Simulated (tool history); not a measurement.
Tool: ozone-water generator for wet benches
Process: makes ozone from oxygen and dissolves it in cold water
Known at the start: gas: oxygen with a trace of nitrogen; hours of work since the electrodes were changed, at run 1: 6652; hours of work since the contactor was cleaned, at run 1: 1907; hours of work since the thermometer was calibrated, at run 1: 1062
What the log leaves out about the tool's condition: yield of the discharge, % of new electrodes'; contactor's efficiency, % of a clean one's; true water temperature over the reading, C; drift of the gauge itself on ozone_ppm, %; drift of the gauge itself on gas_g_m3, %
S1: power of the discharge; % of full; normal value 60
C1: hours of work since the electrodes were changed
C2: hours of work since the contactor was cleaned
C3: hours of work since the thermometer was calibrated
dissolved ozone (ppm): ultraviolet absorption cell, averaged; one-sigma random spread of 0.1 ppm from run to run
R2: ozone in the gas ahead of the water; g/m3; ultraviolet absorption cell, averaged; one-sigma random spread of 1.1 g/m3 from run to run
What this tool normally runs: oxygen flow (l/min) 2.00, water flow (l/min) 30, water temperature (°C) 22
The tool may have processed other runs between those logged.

Run 1, hour 0.0: usual settings; C1 6652; C2 1907; C3 1062. Result: dissolved ozone (ppm) 5.98, R2 165.5 g/m3.
Run 2, hour 172.8: usual settings; C1 6820; C2 2074; C3 1229. Result: dissolved ozone (ppm) 6.16, R2 164.5 g/m3.
Run 3, hour 321.1: usual settings but water flow (l/min) 21; C1 6964; C2 2218; C3 1373. Result: dissolved ozone (ppm) 8.61, R2 163.2 g/m3.
Run 4, hour 496.2: usual settings but water flow (l/min) 21; C1 7134; C2 2388; C3 1543. Result: dissolved ozone (ppm) 8.69, R2 163.0 g/m3.
Run 5, hour 615.8: usual settings but water flow (l/min) 21; C1 7250; C2 2504; C3 1659. Result: dissolved ozone (ppm) 8.82, R2 161.9 g/m3.
Run 6, hour 755.8: usual settings but oxygen flow (l/min) 2.19; C1 7385; C2 2640; C3 1795. Result: dissolved ozone (ppm) 6.04, R2 158.0 g/m3.
Run 7, hour 885.0: usual settings but oxygen flow (l/min) 2.19; C1 7511; C2 2765; C3 1920. Result: dissolved ozone (ppm) 6.11, R2 155.8 g/m3.
Run 8, hour 1070.7: usual settings but oxygen flow (l/min) 2.19; C1 7691; C2 2945; C3 2100. Result: dissolved ozone (ppm) 6.08, R2 155.7 g/m3.
Run 9, hour 1184.4: usual settings but oxygen flow (l/min) 2.19; C1 7801; C2 3055; C3 2210. Result: dissolved ozone (ppm) 6.13, R2 153.2 g/m3.
Run 10, hour 1308.6: usual settings but oxygen flow (l/min) 2.19; C1 7921; C2 3176; C3 2331. Result: dissolved ozone (ppm) 6.02, R2 154.6 g/m3.
Run 11, hour 1413.5: usual settings but oxygen flow (l/min) 2.19; C1 8023; C2 3277; C3 2433. Result: dissolved ozone (ppm) 6.04, R2 155.7 g/m3.
Run 12, hour 1547.8: usual settings but water temperature (°C) 28; C1 8154; C2 3408; C3 2563. Result: dissolved ozone (ppm) 5.54, R2 160.5 g/m3.
Run 13, hour 1662.0: usual settings but water temperature (°C) 28; C1 8264; C2 3518; C3 2674. Result: dissolved ozone (ppm) 5.58, R2 158.4 g/m3.
Run 14, hour 1849.6: usual settings but water temperature (°C) 28; C1 8446; C2 3700; C3 2856. Result: dissolved ozone (ppm) 5.45, R2 157.7 g/m3.
Run 15, hour 1978.3: usual settings but oxygen flow (l/min) 1.15; C1 8571; C2 3825; C3 2980. Result: dissolved ozone (ppm) 4.46, R2 189.8 g/m3.
Run 16, hour 2065.2: usual settings but oxygen flow (l/min) 1.15; C1 8655; C2 3909; C3 3065. Result: dissolved ozone (ppm) 4.16, R2 188.8 g/m3.

Forecast run 17:
Run 17, hour 2166.3: usual settings but oxygen flow (l/min) 1.15; C1 8753; C2 4008; C3 3163. Result: dissolved ozone (ppm) ?, R2 ?.

{"run 17": {"dissolved ozone (ppm)": 4.24, "R2": 187.5}}
Take away the tool's hidden state, keep the run-to-run variation as it was, and the same run would have given dissolved ozone (ppm) 5.46, R2 234.4 g/m3.
